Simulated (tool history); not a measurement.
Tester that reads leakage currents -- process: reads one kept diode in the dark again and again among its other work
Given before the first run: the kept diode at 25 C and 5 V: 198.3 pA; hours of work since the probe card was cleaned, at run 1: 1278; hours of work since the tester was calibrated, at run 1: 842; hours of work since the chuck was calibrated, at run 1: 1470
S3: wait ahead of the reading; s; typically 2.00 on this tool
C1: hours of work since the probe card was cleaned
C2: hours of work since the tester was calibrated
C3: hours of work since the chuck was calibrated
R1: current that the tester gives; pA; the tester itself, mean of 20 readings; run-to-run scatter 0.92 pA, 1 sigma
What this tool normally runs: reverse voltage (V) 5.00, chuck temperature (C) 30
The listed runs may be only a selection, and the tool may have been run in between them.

run 1 hour=0.0 | reverse_voltage_(V)=5.00 chuck_temperature_(C)=30 S3=2.00 | C1=1278 C2=842 C3=1470 | R1=367.78
run 2 hour=47.8 | reverse_voltage_(V)=5.00 chuck_temperature_(C)=30 S3=2.00 | C1=1314 C2=877 C3=1505 | R1=367.15
run 3 hour=82.2 | reverse_voltage_(V)=5.00 chuck_temperature_(C)=30 S3=2.00 | C1=1339 C2=903 C3=1531 | R1=370.94
run 4 hour=111.1 | reverse_voltage_(V)=5.00 chuck_temperature_(C)=30 S3=2.00 | C1=1361 C2=925 C3=1553 | R1=372.87
run 5 hour=133.6 | reverse_voltage_(V)=5.00 chuck_temperature_(C)=56 S3=2.00 | C1=1378 C2=941 C3=1569 | R1=2743.86
run 6 hour=166.3 | reverse_voltage_(V)=5.00 chuck_temperature_(C)=56 S3=2.00 | C1=1402 C2=966 C3=1594 | R1=2780.15
run 7 hour=198.7 | reverse_voltage_(V)=5.00 chuck_temperature_(C)=56 S3=2.00 | C1=1426 C2=990 C3=1618 | R1=2775.41
-- hour=226.4 chuck's temperature calibrated
run 8 hour=239.5 | reverse_voltage_(V)=5.00 chuck_temperature_(C)=56 S3=2.00 | C1=1455 C2=1019 C3=10 | R1=2403.09
run 9 hour=268.7 | reverse_voltage_(V)=5.00 chuck_temperature_(C)=56 S3=2.00 | C1=1477 C2=1040 C3=31 | R1=2407.95
run 10 hour=306.2 | reverse_voltage_(V)=5.00 chuck_temperature_(C)=56 S3=0.83 | C1=1505 C2=1068 C3=59 | R1=2409.20
run 11 hour=350.3 | reverse_voltage_(V)=5.00 chuck_temperature_(C)=29 S3=0.83 | C1=1538 C2=1101 C3=92 | R1=293.52
run 12 hour=392.9 | reverse_voltage_(V)=5.00 chuck_temperature_(C)=30 S3=0.63 | C1=1569 C2=1133 C3=124 | R1=322.09
run 13 hour=419.8 | reverse_voltage_(V)=5.00 chuck_temperature_(C)=30 S3=2.00 | C1=1589 C2=1153 C3=144 | R1=322.18
run 14 hour=458.8 | reverse_voltage_(V)=5.00 chuck_temperature_(C)=30 S3=2.00 | C1=1619 C2=1182 C3=173 | R1=324.46
run 15 hour=501.2 | reverse_voltage_(V)=5.00 chuck_temperature_(C)=30 S3=2.00 | C1=1650 C2=1214 C3=205 | R1=326.83
run 16 hour=534.8 | reverse_voltage_(V)=5.00 chuck_temperature_(C)=30 S3=2.00 | C1=1675 C2=1239 C3=230 | R1=326.71
run 17 hour=570.9 | reverse_voltage_(V)=5.00 chuck_temperature_(C)=30 S3=2.62 | C1=1702 C2=1266 C3=257 | R1=325.06
run 18 hour=615.3 | reverse_voltage_(V)=5.00 chuck_temperature_(C)=30 S3=2.62 | C1=1735 C2=1299 C3=290 | R1=327.90
run 19 hour=643.9 | reverse_voltage_(V)=5.00 chuck_temperature_(C)=30 S3=2.62 | C1=1756 C2=1320 C3=311 | R1=328.91
run 20 hour=668.9 | reverse_voltage_(V)=5.00 chuck_temperature_(C)=39 S3=2.00 | C1=1775 C2=1339 C3=330 | R1=684.94
run 21 hour=696.8 | reverse_voltage_(V)=3.19 chuck_temperature_(C)=21 S3=1.66 | C1=1796 C2=1359 C3=350 | R1=127.33
run 22 hour=735.8 | reverse_voltage_(V)=7.07 chuck_temperature_(C)=45 S3=1.66 | C1=1825 C2=1388 C3=379 | R1=1267.98
-- hour=754.7 probe card cleaned and baked
run 23 hour=761.7 | reverse_voltage_(V)=7.07 chuck_temperature_(C)=45 S3=1.66 | C1=5 C2=1405 C3=396 | R1=1267.78
run 24 hour=790.2 | reverse_voltage_(V)=1.01 chuck_temperature_(C)=54 S3=2.00 | C1=26 C2=1427 C3=418 | R1=1139.64
run 25 hour=818.0 | reverse_voltage_(V)=2.22 chuck_temperature_(C)=24 S3=0.35 | C1=47 C2=1447 C3=438 | R1=146.41
run 26 hour=865.1 | reverse_voltage_(V)=15.53 chuck_temperature_(C)=45 S3=4.31 | C1=82 C2=1482 C3=473 | R1=1760.39
-- hour=872.4 probe card cleaned and baked, once more
run 27 hour=907.2 | reverse_voltage_(V)=2.94 chuck_temperature_(C)=45 S3=4.31 | C1=26 C2=1512 C3=503 | R1=894.31
run 28 hour=940.3 | reverse_voltage_(V)=2.52 chuck_temperature_(C)=38 S3=0.57 | C1=51 C2=1536 C3=527 | R1=488.63
run 29 hour=984.7 | reverse_voltage_(V)=3.29 chuck_temperature_(C)=24 S3=2.00 | C1=84 C2=1569 C3=560 | R1=167.59
run 30 hour=1019.3 | reverse_voltage_(V)=1.76 chuck_temperature_(C)=24 S3=2.37 | C1=109 C2=1595 C3=586 | R1=130.10
run 31 hour=1064.5 | reverse_voltage_(V)=8.14 chuck_temperature_(C)=29 S3=7.93 | C1=143 C2=1629 C3=620 | R1=372.31
run 32 hour=1096.9 | reverse_voltage_(V)=10.16 chuck_temperature_(C)=24 S3=0.51 | C1=167 C2=1653 C3=644 | R1=268.36
run 33 hour=1121.9 | reverse_voltage_(V)=10.16 chuck_temperature_(C)=24 S3=0.83 | C1=186 C2=1672 C3=663 | R1=267.06
run 34 hour=1148.0 | reverse_voltage_(V)=10.16 chuck_temperature_(C)=45 S3=0.83 | C1=205 C2=1691 C3=682 | R1=1501.72
run 35 hour=1170.7 | reverse_voltage_(V)=3.74 chuck_temperature_(C)=23 S3=3.22 | C1=222 C2=1708 C3=699 | R1=163.94

Run 36 has not been measured yet. What should we expect?
run 36 hour=1199.3 | reverse_voltage_(V)=1.72 chuck_temperature_(C)=30 S3=2.00 | C1=243 C2=1729 C3=720 | R1=?

{"run 36": {"R1": 221.06}}
The same run, on a tool lacking any hidden state, would have yielded R1 200.39 pA.

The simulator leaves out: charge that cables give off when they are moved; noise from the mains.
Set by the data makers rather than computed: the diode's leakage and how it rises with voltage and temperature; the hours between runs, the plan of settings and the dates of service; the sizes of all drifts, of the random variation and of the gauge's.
